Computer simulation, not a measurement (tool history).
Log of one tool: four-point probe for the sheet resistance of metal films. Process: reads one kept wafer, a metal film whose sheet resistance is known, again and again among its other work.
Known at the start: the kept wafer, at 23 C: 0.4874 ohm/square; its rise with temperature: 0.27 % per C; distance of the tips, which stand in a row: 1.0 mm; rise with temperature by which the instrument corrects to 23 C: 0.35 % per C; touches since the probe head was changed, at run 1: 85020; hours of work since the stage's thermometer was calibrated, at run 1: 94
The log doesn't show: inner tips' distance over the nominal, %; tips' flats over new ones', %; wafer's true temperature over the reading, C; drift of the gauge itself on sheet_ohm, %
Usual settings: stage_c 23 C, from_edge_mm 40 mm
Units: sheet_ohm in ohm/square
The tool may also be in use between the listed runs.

| run | day | stage_c | from_edge_mm | touches since the probe head was changed | hours of work since the stage's thermometer was calibrated | sheet_ohm |
|---|---|---|---|---|---|---|
| 1 | 0.000 | 23 | 40 | 85020 | 94 | 0.487308 |
| 2 | 0.479 | 23 | 40 | 85680 | 102 | 0.487598 |
| 3 | 1.079 | 23 | 12 | 86505 | 112 | 0.489265 |
| 4 | 1.471 | 23 | 3 | 87046 | 119 | 0.514666 |
| 5 | 1.908 | 23 | 4 | 87646 | 126 | 0.503211 |
| 6 | 2.725 | 23 | 4 | 88773 | 140 | 0.503177 |
| 7 | 3.338 | 24 | 4 | 89616 | 150 | 0.502752 |
| 8 | 4.050 | 24 | 4 | 90596 | 162 | 0.502845 |
| 9 | 4.792 | 24 | 4 | 91613 | 174 | 0.502887 |
| 10 | 5.546 | 20 | 40 | 92655 | 187 | 0.488665 |
| 11 | 5.904 | 21 | 4 | 93149 | 193 | 0.504027 |
| 12 | 6.592 | 23 | 12 | 94091 | 204 | 0.489158 |
| 13 | 6.992 | 28 | 4 | 94646 | 211 | 0.501308 |
| 14 | 7.629 | 26 | 16 | 95521 | 222 | 0.487252 |
| 15 | 8.154 | 23 | 6 | 96243 | 230 | 0.494675 |
| 16 | 8.800 | 23 | 6 | 97129 | 241 | 0.494677 |
| 17 | 9.375 | 31 | 7 | 97921 | 251 | 0.489719 |
| 18 | 9.800 | 31 | 7 | 98510 | 258 | 0.489480 |

3 ways to go on from here, each from the tool as it stands after run 18. What would each give?
| A | 10.642 | 35 | 16 | 99669 | 272 | ? |
| B | 10.642 | 28 | 40 | 99669 | 272 | ? |
| C | 10.642 | 29 | 40 | 99669 | 272 | ? |

| run | sheet_ohm |
|---|---|
| A | 0.483942 |
| B | 0.485584 |
| C | 0.485282 |
Without the tool's hidden state the same runs would have given:
| run | sheet_ohm |
|---|---|
| A | 0.483983 |
| B | 0.485626 |
| C | 0.485323 |
